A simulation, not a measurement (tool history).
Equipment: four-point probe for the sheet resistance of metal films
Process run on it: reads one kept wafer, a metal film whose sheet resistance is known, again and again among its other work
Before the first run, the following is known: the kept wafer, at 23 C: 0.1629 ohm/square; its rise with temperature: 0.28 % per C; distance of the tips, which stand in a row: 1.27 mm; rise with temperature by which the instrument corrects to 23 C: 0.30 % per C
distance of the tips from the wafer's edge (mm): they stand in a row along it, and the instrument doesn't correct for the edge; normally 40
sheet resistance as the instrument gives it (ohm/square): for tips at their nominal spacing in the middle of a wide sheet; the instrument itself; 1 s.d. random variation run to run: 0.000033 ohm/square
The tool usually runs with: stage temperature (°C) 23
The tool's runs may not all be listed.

run	hour	stage temperature (°C)	distance of the tips from the wafer's edge (mm)	sheet resistance as the instrument gives it (ohm/square)
1	0.0	23	40	0.162569
2	21.8	23	40	0.162578
3	34.1	23	40	0.162608
4	59.1	23	40	0.162562
5	84.4	23	40	0.162623
6	98.2	23	40	0.162589
7	116.1	23	40	0.162599
8	137.6	25	40	0.162525
9	159.0	25	40	0.162613
10	178.3	23	22	0.162827
11	200.7	19	9	0.164435
12	226.9	19	9	0.164417
13	253.5	23	4	0.170888
14	264.9	25	59	0.162541
15	281.6	21	27	0.162842
16	308.4	21	27	0.162856
17	331.7	23	7	0.165387
18	344.2	23	7	0.165387
19	369.3	33	4	0.170632
20	391.4	33	4	0.170597

Below, some changes in sheet resistance as the instrument gives it (ohm/square) between adjacent runs. For each, the amount present without the hidden state too (settings, incoming material, random variation) and the amount remaining for the hidden state with gauge scatter not shared by both compared results:
Hidden state at play: inner tips' distance over the nominal, %; tips' flats over new ones', %; wafer's true temperature over the reading, C; drift of the gauge itself on sheet_ohm, %.
Run 1 -> 2: no setting changed, nothing entered. sheet resistance as the instrument gives it (ohm/square) +0.000009: hidden state +0.000007, all else +0.000002.
Run 12 -> 13: stage temperature (°C) 19 -> 23, distance of the tips from the wafer's edge (mm) 9 -> 4. sheet resistance as the instrument gives it (ohm/square) +0.006471: hidden state -0.000004, all else +0.006475.
Run 13 -> 14: stage temperature (°C) 23 -> 25, distance of the tips from the wafer's edge (mm) 4 -> 59. sheet resistance as the instrument gives it (ohm/square) -0.008347: hidden state +0.000019, all else -0.008366.
